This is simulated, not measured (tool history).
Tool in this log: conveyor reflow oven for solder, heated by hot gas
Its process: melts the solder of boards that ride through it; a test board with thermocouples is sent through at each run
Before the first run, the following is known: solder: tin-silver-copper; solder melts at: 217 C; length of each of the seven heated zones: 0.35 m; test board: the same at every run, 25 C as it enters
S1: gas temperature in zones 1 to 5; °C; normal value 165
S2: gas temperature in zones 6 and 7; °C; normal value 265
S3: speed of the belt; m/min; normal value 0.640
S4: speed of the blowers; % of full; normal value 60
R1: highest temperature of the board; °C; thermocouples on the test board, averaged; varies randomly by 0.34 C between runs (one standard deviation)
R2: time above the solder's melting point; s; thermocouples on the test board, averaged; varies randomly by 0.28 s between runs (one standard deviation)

Run 1, day 0.000: usual settings. Result: R1 243.5 °C, R2 39.1 s.
Run 2, day 0.229: usual settings. Result: R1 243.4 °C, R2 38.3 s.
Run 3, day 0.500: usual settings. Result: R1 243.2 °C, R2 39.0 s.
Run 4, day 0.738: usual settings. Result: R1 243.0 °C, R2 38.6 s.
Run 5, day 1.083: usual settings. Result: R1 242.7 °C, R2 38.8 s.
Run 6, day 1.292: usual settings. Result: R1 243.5 °C, R2 39.2 s.
Run 7, day 1.579: usual settings. Result: R1 242.7 °C, R2 39.2 s.
Run 8, day 1.842: usual settings but S1 168 °C, S3 0.766 m/min. Result: R1 236.1 °C, R2 26.3 s.
Run 9, day 2.075: usual settings but S3 0.758 m/min, S4 54 % of full. Result: R1 233.1 °C, R2 22.4 s.
Run 10, day 2.412: usual settings but S2 270 °C, S3 0.736 m/min, S4 54 % of full. Result: R1 238.7 °C, R2 28.3 s.
Run 11, day 2.583: usual settings but S2 272 °C, S4 64 % of full. Result: R1 250.4 °C, R2 45.0 s.
Run 12, day 2.762: usual settings but S2 272 °C, S4 61 % of full. Result: R1 249.2 °C, R2 43.9 s.
Run 13, day 3.033: usual settings but S2 272 °C, S4 61 % of full. Result: R1 249.1 °C, R2 43.3 s.

Results per run with the tool's hidden condition removed, run-to-run variation unchanged:
Hidden state present: heat that the gas passes to the board, % of a clean oven's; belt's true speed, % of the reading; true gas temperature in zones 6 and 7 over the reading, C; drift of the gauge itself on peak_c, C; drift of the gauge itself on liquid_s, %.
run     R1    R2
  1  246.8  42.1
  2  246.8  41.4
  3  246.6  42.1
  4  246.5  41.8
  5  246.2  42.0
  6  247.0  42.5
  7  246.3  42.5
  8  240.1  30.1
  9  236.9  26.4
 10  242.7  31.9
 11  254.4  47.9
 12  253.1  46.9
 13  253.0  46.3

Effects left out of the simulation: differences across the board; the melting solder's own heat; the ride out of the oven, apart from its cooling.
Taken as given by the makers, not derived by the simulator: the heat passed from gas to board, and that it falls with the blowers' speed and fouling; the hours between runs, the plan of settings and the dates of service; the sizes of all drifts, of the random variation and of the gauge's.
